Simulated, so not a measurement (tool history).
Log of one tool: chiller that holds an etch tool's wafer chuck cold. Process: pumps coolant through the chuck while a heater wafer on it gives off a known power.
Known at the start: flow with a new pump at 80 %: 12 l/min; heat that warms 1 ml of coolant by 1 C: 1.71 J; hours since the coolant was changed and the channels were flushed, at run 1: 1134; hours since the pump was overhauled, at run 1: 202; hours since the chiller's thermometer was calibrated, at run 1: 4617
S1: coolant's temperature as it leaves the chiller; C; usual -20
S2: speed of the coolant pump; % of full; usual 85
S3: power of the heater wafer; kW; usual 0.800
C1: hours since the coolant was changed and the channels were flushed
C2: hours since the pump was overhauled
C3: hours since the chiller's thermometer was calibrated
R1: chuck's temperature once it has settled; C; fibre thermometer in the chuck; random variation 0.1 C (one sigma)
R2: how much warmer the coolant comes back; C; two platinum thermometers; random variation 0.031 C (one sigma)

Run 1, hour 0.0: usual settings; C1 1134; C2 202; C3 4617. Result: R1 -13.8 C, R2 2.18 C.
Run 2, hour 15.6: usual settings; C1 1150; C2 218; C3 4633. Result: R1 -13.7 C, R2 2.27 C.
Run 3, hour 40.8: usual settings; C1 1175; C2 243; C3 4658. Result: R1 -13.9 C, R2 2.20 C.
Run 4, hour 66.6: usual settings; C1 1201; C2 269; C3 4684. Result: R1 -13.7 C, R2 2.21 C.
Run 5, hour 88.6: usual settings; C1 1223; C2 291; C3 4706. Result: R1 -13.8 C, R2 2.27 C.
Run 6, hour 116.2: usual settings; C1 1250; C2 319; C3 4734. Result: R1 -13.4 C, R2 2.27 C.
Run 7, hour 144.5: usual settings; C1 1279; C2 347; C3 4762. Result: R1 -13.4 C, R2 2.20 C.
Run 8, hour 166.3: usual settings but S2 63 % of full, S3 0.421 kW; C1 1300; C2 369; C3 4784. Result: R1 -15.7 C, R2 1.57 C.
Run 9, hour 194.0: usual settings but S3 0.479 kW; C1 1328; C2 396; C3 4811. Result: R1 -16.0 C, R2 1.37 C.
Run 10, hour 207.3: usual settings but S1 -11 C; C1 1341; C2 410; C3 4825. Result: R1 -4.6 C, R2 2.23 C.
Run 11, hour 235.2: usual settings but S2 88 % of full, S3 0.424 kW; C1 1369; C2 438; C3 4853. Result: R1 -16.6 C, R2 1.15 C.
Run 12, hour 256.0: usual settings but S2 88 % of full, S3 0.424 kW; C1 1390; C2 458; C3 4873. Result: R1 -16.6 C, R2 1.13 C.
Run 13, hour 273.6: usual settings but S1 -19 C, S2 88 % of full, S3 0.424 kW; C1 1408; C2 476; C3 4891. Result: R1 -15.7 C, R2 1.19 C.

Some steps in R1 between neighbouring runs. How much of each would the tool show without its hidden state too (settings, what came in, random variation), and how much is left for the hidden state, with any gauge scatter that isn't in both results?
The hidden state here: heat passed by the chuck's channels, % of clean ones'; flow at a given pump speed, % of a new pump's; coolant's true temperature over the reading, C; drift of the gauge itself on chuck_c, C; drift of the gauge itself on warmer_back_c, C.
Run 2 -> 3: no setting changed, nothing entered. R1 -0.2 C: hidden state +0.1, all else -0.3.
Run 10 -> 11: S1 -11 -> -20, S2 85 -> 88, S3 0.800 -> 0.424. R1 -12.0 C: hidden state +0.0, all else -12.0.

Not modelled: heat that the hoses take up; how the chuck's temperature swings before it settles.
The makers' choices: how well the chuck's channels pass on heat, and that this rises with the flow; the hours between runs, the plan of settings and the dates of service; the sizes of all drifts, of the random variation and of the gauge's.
